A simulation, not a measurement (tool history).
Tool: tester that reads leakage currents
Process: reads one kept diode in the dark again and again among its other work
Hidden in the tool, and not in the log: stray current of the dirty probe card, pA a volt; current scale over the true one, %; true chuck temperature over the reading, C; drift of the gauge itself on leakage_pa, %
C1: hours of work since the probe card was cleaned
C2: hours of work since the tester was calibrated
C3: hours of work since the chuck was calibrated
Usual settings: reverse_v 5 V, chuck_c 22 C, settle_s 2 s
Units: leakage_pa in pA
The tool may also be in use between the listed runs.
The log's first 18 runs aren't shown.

{"run": 19, "hour": 3619.1, "reverse_v": 9.01, "chuck_c": 24, "settle_s": 1.36, "C1": 1678, "C2": 411, "C3": 280, "leakage_pa": 126.45}
{"run": 20, "hour": 3780.0, "reverse_v": 5.61, "chuck_c": 30, "settle_s": 3.01, "C1": 1751, "C2": 483, "C3": 352, "leakage_pa": 142.42}
{"run": 21, "hour": 3913.8, "reverse_v": 5, "chuck_c": 45, "settle_s": 1.19, "C1": 1811, "C2": 544, "C3": 413, "leakage_pa": 374.78}
{"run": 22, "hour": 4129.4, "reverse_v": 5, "chuck_c": 45, "settle_s": 1.19, "C1": 1908, "C2": 641, "C3": 510, "leakage_pa": 370.95}
{"run": 23, "hour": 4263.0, "reverse_v": 5, "chuck_c": 51, "settle_s": 1.19, "C1": 1968, "C2": 701, "C3": 570, "leakage_pa": 548.97}
{"run": 24, "hour": 4409.6, "reverse_v": 5, "chuck_c": 51, "settle_s": 1.19, "C1": 2035, "C2": 767, "C3": 636, "leakage_pa": 546.87}
{"run": 25, "hour": 4565.4, "reverse_v": 1.39, "chuck_c": 22, "settle_s": 3.81, "C1": 2105, "C2": 837, "C3": 706, "leakage_pa": 32.62}
{"hour": 4683.7, "done": "chuck's temperature calibrated"}
{"run": 26, "hour": 4684.8, "reverse_v": 5.23, "chuck_c": 51, "settle_s": 2.79, "C1": 2158, "C2": 890, "C3": 0, "leakage_pa": 588.89}
{"run": 27, "hour": 4816.3, "reverse_v": 5.23, "chuck_c": 45, "settle_s": 7.88, "C1": 2217, "C2": 950, "C3": 60, "leakage_pa": 398.23}
{"run": 28, "hour": 4985.0, "reverse_v": 5.23, "chuck_c": 45, "settle_s": 7.88, "C1": 2293, "C2": 1026, "C3": 136, "leakage_pa": 392.78}
{"run": 29, "hour": 5167.6, "reverse_v": 5.23, "chuck_c": 45, "settle_s": 7.88, "C1": 2375, "C2": 1108, "C3": 218, "leakage_pa": 389.94}
{"run": 30, "hour": 5392.2, "reverse_v": 5.23, "chuck_c": 45, "settle_s": 1.06, "C1": 2477, "C2": 1209, "C3": 319, "leakage_pa": 388.59}
{"run": 31, "hour": 5561.8, "reverse_v": 15.15, "chuck_c": 47, "settle_s": 3.66, "C1": 2553, "C2": 1286, "C3": 396, "leakage_pa": 834.8}
{"run": 32, "hour": 5742.9, "reverse_v": 15.15, "chuck_c": 47, "settle_s": 3.66, "C1": 2635, "C2": 1367, "C3": 478, "leakage_pa": 825.99}
{"hour": 5848.9, "done": "probe card cleaned and baked"}
{"run": 33, "hour": 5872.0, "reverse_v": 5, "chuck_c": 41, "settle_s": 4.06, "C1": 10, "C2": 1424, "C3": 534, "leakage_pa": 273.14}

Forecast each of these 3 alternatives for the next run:
{"run": "A", "hour": 6112.1, "reverse_v": 9.88, "chuck_c": 38, "settle_s": 2, "C1": 119, "C2": 1533, "C3": 643, "leakage_pa": "?"}
{"run": "B", "hour": 6112.1, "reverse_v": 5, "chuck_c": 46, "settle_s": 2.05, "C1": 119, "C2": 1533, "C3": 643, "leakage_pa": "?"}
{"run": "C", "hour": 6112.1, "reverse_v": 5, "chuck_c": 22, "settle_s": 4.87, "C1": 119, "C2": 1533, "C3": 643, "leakage_pa": "?"}

run=A leakage_pa=327.45
run=B leakage_pa=381.94
run=C leakage_pa=65.77
Without the tool's hidden state the same runs would have given:
run=A leakage_pa=351.87
run=B leakage_pa=409.4
run=C leakage_pa=71.04
